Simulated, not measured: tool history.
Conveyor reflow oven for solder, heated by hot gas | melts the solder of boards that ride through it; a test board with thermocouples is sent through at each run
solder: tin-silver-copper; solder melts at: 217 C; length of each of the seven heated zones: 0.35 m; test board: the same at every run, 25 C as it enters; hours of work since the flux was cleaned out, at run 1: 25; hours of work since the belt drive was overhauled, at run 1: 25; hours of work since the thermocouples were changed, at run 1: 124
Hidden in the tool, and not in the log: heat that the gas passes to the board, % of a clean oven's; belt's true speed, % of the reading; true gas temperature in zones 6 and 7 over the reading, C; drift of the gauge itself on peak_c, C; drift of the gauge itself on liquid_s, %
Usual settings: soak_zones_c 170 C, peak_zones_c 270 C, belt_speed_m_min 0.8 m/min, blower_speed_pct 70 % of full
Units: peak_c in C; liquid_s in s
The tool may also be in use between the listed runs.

run,hour,soak_zones_c,peak_zones_c,belt_speed_m_min,blower_speed_pct,hours of work since the flux was cleaned out,hours of work since the belt drive was overhauled,hours of work since the thermocouples were changed,peak_c,liquid_s
1,0,170,270,0.8,70,25,25,124,256.2,40.3
2,7.6,170,270,0.712,70,29,29,128,259.3,47.9
3,14.4,170,270,0.712,70,33,33,132,259.4,47.4
4,23.5,170,270,0.712,70,38,38,137,259.3,47.6
5,30.1,170,275,0.712,70,41,41,141,263.6,49.1
# hour 35: belt drive overhauled, speed set with a stopwatch
6,42.5,170,275,0.712,70,46,4,145,263.8,49.4
7,52.5,170,270,0.885,56,52,10,151,248.9,32.5
8,58.2,170,270,0.679,59,55,13,154,258.4,49.6
9,62.5,170,270,0.679,59,57,15,156,258.5,49.7
10,71.9,170,270,0.679,59,63,21,162,258.1,49.4
# hour 81.3: belt drive overhauled, speed set with a stopwatch, once more
11,81.3,158,261,0.691,79,66,0,165,251.2,43.3
12,88.7,184,270,0.95,70,70,4,169,252.9,35

Forecast each of these 4 alternatives for the next run:
A,97.4,160,263,0.8,66,75,9,174,?,?
B,97.4,184,274,0.774,70,75,9,174,?,?
C,97.4,184,270,0.887,75,75,9,174,?,?
D,97.4,182,281,0.782,70,75,9,174,?,?

run,peak_c,liquid_s
A,247.2,33.7
B,262.4,48.1
C,255.9,39.3
D,267.9,48.9
Without the tool's hidden state the same runs would have given:
run,peak_c,liquid_s
A,247.6,34.1
B,262.7,48.3
C,256.3,39.6
D,268.3,49
